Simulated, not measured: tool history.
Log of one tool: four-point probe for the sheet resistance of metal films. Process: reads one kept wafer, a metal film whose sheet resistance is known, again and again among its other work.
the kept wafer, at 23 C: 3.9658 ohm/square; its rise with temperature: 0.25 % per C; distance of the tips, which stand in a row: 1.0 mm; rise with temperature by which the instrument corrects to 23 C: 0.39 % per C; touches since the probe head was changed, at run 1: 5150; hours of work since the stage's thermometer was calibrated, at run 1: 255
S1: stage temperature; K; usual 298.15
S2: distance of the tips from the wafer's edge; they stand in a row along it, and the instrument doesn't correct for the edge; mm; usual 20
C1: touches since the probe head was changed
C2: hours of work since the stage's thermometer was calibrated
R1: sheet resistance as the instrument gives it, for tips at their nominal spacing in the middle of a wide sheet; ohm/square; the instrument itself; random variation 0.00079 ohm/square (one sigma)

run,day,S1,S2,C1,C2,R1
1,0,298.15,20,5150,255,3.979751
2,1.329,298.15,20,6338,280,3.979147
3,2.508,298.15,20,7389,302,3.978747
4,3.525,295.15,20,8298,321,3.99567
5,4.45,298.15,20,9123,339,3.978171
6,5.238,298.15,3,9827,353,4.195769
7,6.646,292.15,20,11082,380,4.01219
8,7.958,292.15,20,12253,404,4.01148
9,8.833,292.15,20,13036,421,4.010592
10,9.717,292.15,20,13826,437,4.010088
11,10.846,291.15,12,14833,458,4.02666
12,11.792,305.15,4,15676,476,4.062618
13,12.596,305.15,4,16394,491,4.062888
14,13.542,305.15,4,17239,509,4.06184
15,14.271,292.15,74,17889,523,4.003257
16,15.675,297.15,6,19143,549,4.032558
17,17.121,306.15,7,20436,576,3.969967
18,17.988,306.15,7,21209,592,3.969144

Forecast each of these 4 alternatives for the next run:
A,19.046,306.15,35,22151,612,?
B,19.046,305.15,20,22151,612,?
C,19.046,303.15,20,22151,612,?
D,19.046,301.15,46,22151,612,?

run,R1
A,3.927425
B,3.936301
C,3.947958
D,3.954228
Without the tool's hidden state the same runs would have given:
run,R1
A,3.913925
B,3.922771
C,3.934386
D,3.940632

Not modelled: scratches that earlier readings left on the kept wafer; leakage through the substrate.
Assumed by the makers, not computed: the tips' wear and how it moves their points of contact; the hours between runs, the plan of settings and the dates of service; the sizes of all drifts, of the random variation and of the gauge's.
